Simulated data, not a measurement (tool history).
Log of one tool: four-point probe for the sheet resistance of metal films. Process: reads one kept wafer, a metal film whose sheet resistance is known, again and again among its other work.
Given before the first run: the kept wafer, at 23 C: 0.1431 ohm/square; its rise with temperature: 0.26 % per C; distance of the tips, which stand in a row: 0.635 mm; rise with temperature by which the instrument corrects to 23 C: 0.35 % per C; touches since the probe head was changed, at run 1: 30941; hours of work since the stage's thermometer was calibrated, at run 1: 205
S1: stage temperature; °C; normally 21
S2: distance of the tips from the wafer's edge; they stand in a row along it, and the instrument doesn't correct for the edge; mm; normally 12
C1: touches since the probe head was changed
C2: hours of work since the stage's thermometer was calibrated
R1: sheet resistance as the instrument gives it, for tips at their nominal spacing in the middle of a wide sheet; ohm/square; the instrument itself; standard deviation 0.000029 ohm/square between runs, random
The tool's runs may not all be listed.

{"run": 1, "day": 0.0, "S1": 21, "S2": 12, "C1": 30941, "C2": 205, "R1": 0.14357}
{"run": 2, "day": 2.083, "S1": 19, "S2": 12, "C1": 31724, "C2": 230, "R1": 0.14384}
{"run": 3, "day": 3.767, "S1": 24, "S2": 12, "C1": 32358, "C2": 250, "R1": 0.143149}
{"run": 4, "day": 5.1, "S1": 24, "S2": 12, "C1": 32859, "C2": 267, "R1": 0.143207}
{"run": 5, "day": 7.858, "S1": 24, "S2": 36, "C1": 33897, "C2": 300, "R1": 0.142953}
{"run": 6, "day": 10.904, "S1": 29, "S2": 12, "C1": 35042, "C2": 337, "R1": 0.142574}
{"run": 7, "day": 13.721, "S1": 21, "S2": 12, "C1": 36102, "C2": 372, "R1": 0.143592}
{"run": 8, "day": 15.308, "S1": 21, "S2": 4, "C1": 36699, "C2": 391, "R1": 0.145279}
{"run": 9, "day": 17.712, "S1": 21, "S2": 12, "C1": 37603, "C2": 420, "R1": 0.14351}
{"run": 10, "day": 19.721, "S1": 21, "S2": 12, "C1": 38358, "C2": 445, "R1": 0.14351}
{"run": 11, "day": 22.846, "S1": 21, "S2": 12, "C1": 39535, "C2": 483, "R1": 0.143532}
{"run": 12, "day": 24.154, "S1": 21, "S2": 12, "C1": 40027, "C2": 499, "R1": 0.143533}
{"run": 13, "day": 26.438, "S1": 21, "S2": 12, "C1": 40885, "C2": 527, "R1": 0.143536}
{"run": 14, "day": 28.121, "S1": 26, "S2": 12, "C1": 41518, "C2": 547, "R1": 0.142939}
{"run": 15, "day": 31.092, "S1": 26, "S2": 12, "C1": 42635, "C2": 583, "R1": 0.142937}
{"run": 16, "day": 33.583, "S1": 25, "S2": 11, "C1": 43573, "C2": 614, "R1": 0.143098}
{"run": 17, "day": 36.712, "S1": 33, "S2": 35, "C1": 44750, "C2": 652, "R1": 0.141889}
{"run": 18, "day": 38.683, "S1": 22, "S2": 38, "C1": 45491, "C2": 676, "R1": 0.14319}
{"run": 19, "day": 39.975, "S1": 22, "S2": 38, "C1": 45977, "C2": 692, "R1": 0.143269}
{"run": 20, "day": 42.262, "S1": 22, "S2": 38, "C1": 46837, "C2": 719, "R1": 0.14326}
{"run": 21, "day": 44.979, "S1": 22, "S2": 38, "C1": 47859, "C2": 753, "R1": 0.143242}
{"run": 22, "day": 46.492, "S1": 22, "S2": 38, "C1": 48428, "C2": 771, "R1": 0.143259}
{"run": 23, "day": 48.075, "S1": 29, "S2": 5, "C1": 49024, "C2": 790, "R1": 0.143546}
{"run": 24, "day": 50.746, "S1": 20, "S2": 46, "C1": 50029, "C2": 823, "R1": 0.143475}
{"run": 25, "day": 52.217, "S1": 20, "S2": 46, "C1": 50581, "C2": 841, "R1": 0.143523}
{"run": 26, "day": 54.508, "S1": 20, "S2": 46, "C1": 51444, "C2": 869, "R1": 0.143453}
{"run": 27, "day": 56.338, "S1": 20, "S2": 46, "C1": 52131, "C2": 891, "R1": 0.143482}
{"run": 28, "day": 57.975, "S1": 20, "S2": 46, "C1": 52747, "C2": 911, "R1": 0.143468}
{"run": 29, "day": 60.75, "S1": 22, "S2": 69, "C1": 53791, "C2": 945, "R1": 0.143209}

Alternative continuations, all from the tool just after run 29; predict every row:
{"run": "A", "day": 62.475, "S1": 21, "S2": 21, "C1": 54440, "C2": 966, "R1": "?"}
{"run": "B", "day": 62.475, "S1": 19, "S2": 5, "C1": 54440, "C2": 966, "R1": "?"}
{"run": "C", "day": 62.475, "S1": 25, "S2": 7, "C1": 54440, "C2": 966, "R1": "?"}
{"run": "D", "day": 62.475, "S1": 20, "S2": 24, "C1": 54440, "C2": 966, "R1": "?"}

run=A R1=0.143403
run=B R1=0.144848
run=C R1=0.143470
run=D R1=0.143586
Take away the tool's hidden state, keep each run's random variation, and the runs would have read:
run=A R1=0.143413
run=B R1=0.144858
run=C R1=0.143480
run=D R1=0.143596
